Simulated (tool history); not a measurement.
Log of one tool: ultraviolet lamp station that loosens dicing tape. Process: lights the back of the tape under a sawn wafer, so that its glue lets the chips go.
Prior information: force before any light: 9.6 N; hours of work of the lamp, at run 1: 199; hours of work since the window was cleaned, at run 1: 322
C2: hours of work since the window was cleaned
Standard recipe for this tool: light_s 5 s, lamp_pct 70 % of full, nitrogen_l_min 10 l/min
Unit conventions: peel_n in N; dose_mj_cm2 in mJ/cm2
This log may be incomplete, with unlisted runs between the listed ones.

Run 1, hour 0.0: usual settings; hours of work of the lamp 199; C2 322. Result: peel_n 1.707 N, dose_mj_cm2 342 mJ/cm2.
Run 2, hour 9.3: usual settings; hours of work of the lamp 204; C2 327. Result: peel_n 1.671 N, dose_mj_cm2 340 mJ/cm2.
Run 3, hour 19.3: usual settings; hours of work of the lamp 210; C2 333. Result: peel_n 1.728 N, dose_mj_cm2 337 mJ/cm2.
Run 4, hour 28.7: usual settings; hours of work of the lamp 216; C2 338. Result: peel_n 1.752 N, dose_mj_cm2 331 mJ/cm2.
Run 5, hour 38.5: usual settings; hours of work of the lamp 221; C2 344. Result: peel_n 1.812 N, dose_mj_cm2 331 mJ/cm2.
Run 6, hour 48.2: usual settings; hours of work of the lamp 227; C2 350. Result: peel_n 1.792 N, dose_mj_cm2 330 mJ/cm2.
Run 7, hour 53.0: usual settings; hours of work of the lamp 230; C2 352. Result: peel_n 1.741 N, dose_mj_cm2 335 mJ/cm2.
Run 8, hour 62.7: usual settings but lamp_pct 99 % of full; hours of work of the lamp 235; C2 358. Result: peel_n 0.931 N, dose_mj_cm2 462 mJ/cm2.
Run 9, hour 72.8: usual settings but nitrogen_l_min 9 l/min; hours of work of the lamp 241; C2 364. Result: peel_n 1.907 N, dose_mj_cm2 323 mJ/cm2.
Run 10, hour 84.0: usual settings; hours of work of the lamp 247; C2 370. Result: peel_n 1.788 N, dose_mj_cm2 322 mJ/cm2.
Run 11, hour 90.9: usual settings; hours of work of the lamp 251; C2 374. Result: peel_n 1.830 N, dose_mj_cm2 321 mJ/cm2.
Run 12, hour 96.1: usual settings but lamp_pct 96 % of full; hours of work of the lamp 254; C2 377. Result: peel_n 1.072 N, dose_mj_cm2 442 mJ/cm2.
Run 13, hour 104.9: usual settings but lamp_pct 96 % of full; hours of work of the lamp 259; C2 382. Result: peel_n 1.098 N, dose_mj_cm2 438 mJ/cm2.
Run 14, hour 115.6: usual settings but lamp_pct 96 % of full, nitrogen_l_min 8 l/min; hours of work of the lamp 266; C2 388. Result: peel_n 1.291 N, dose_mj_cm2 441 mJ/cm2.
Run 15, hour 122.2: usual settings but lamp_pct 96 % of full, nitrogen_l_min 8 l/min; hours of work of the lamp 269; C2 392. Result: peel_n 1.238 N, dose_mj_cm2 434 mJ/cm2.
Run 16, hour 129.9: usual settings but lamp_pct 99 % of full; hours of work of the lamp 274; C2 397. Result: peel_n 1.024 N, dose_mj_cm2 451 mJ/cm2.
Run 17, hour 137.8: usual settings but lamp_pct 99 % of full; hours of work of the lamp 278; C2 401. Result: peel_n 1.031 N, dose_mj_cm2 442 mJ/cm2.
Run 18, hour 145.0: usual settings but light_s 10 s; hours of work of the lamp 282; C2 405. Result: peel_n 0.499 N, dose_mj_cm2 628 mJ/cm2.
Run 19, hour 152.0: usual settings but light_s 8 s; hours of work of the lamp 286; C2 409. Result: peel_n 0.824 N, dose_mj_cm2 498 mJ/cm2.
Run 20, hour 159.4: usual settings but light_s 8 s; hours of work of the lamp 291; C2 413. Result: peel_n 0.859 N, dose_mj_cm2 497 mJ/cm2.
Run 21, hour 165.0: usual settings but light_s 8 s, nitrogen_l_min 3 l/min; hours of work of the lamp 294; C2 417. Result: peel_n 1.818 N, dose_mj_cm2 499 mJ/cm2.
Run 22, hour 172.7: usual settings but light_s 4 s, lamp_pct 86 % of full; hours of work of the lamp 298; C2 421. Result: peel_n 2.007 N, dose_mj_cm2 303 mJ/cm2.
Run 23, hour 183.4: usual settings but light_s 4 s, lamp_pct 86 % of full; hours of work of the lamp 304; C2 427. Result: peel_n 2.060 N, dose_mj_cm2 303 mJ/cm2.

Run 24, settings as shown, results not yet in. Your forecast:
Run 24, hour 189.8: usual settings but light_s 4 s, lamp_pct 73 % of full, nitrogen_l_min 8 l/min; hours of work of the lamp 308; C2 431. Result: peel_n ?, dose_mj_cm2 ?.

{"run 24": {"peel_n": 2.886, "dose_mj_cm2": 254}}
If the tool had no hidden condition, the same run with the same run-to-run variation would have returned peel_n 1.802 N, dose_mj_cm2 356 mJ/cm2.
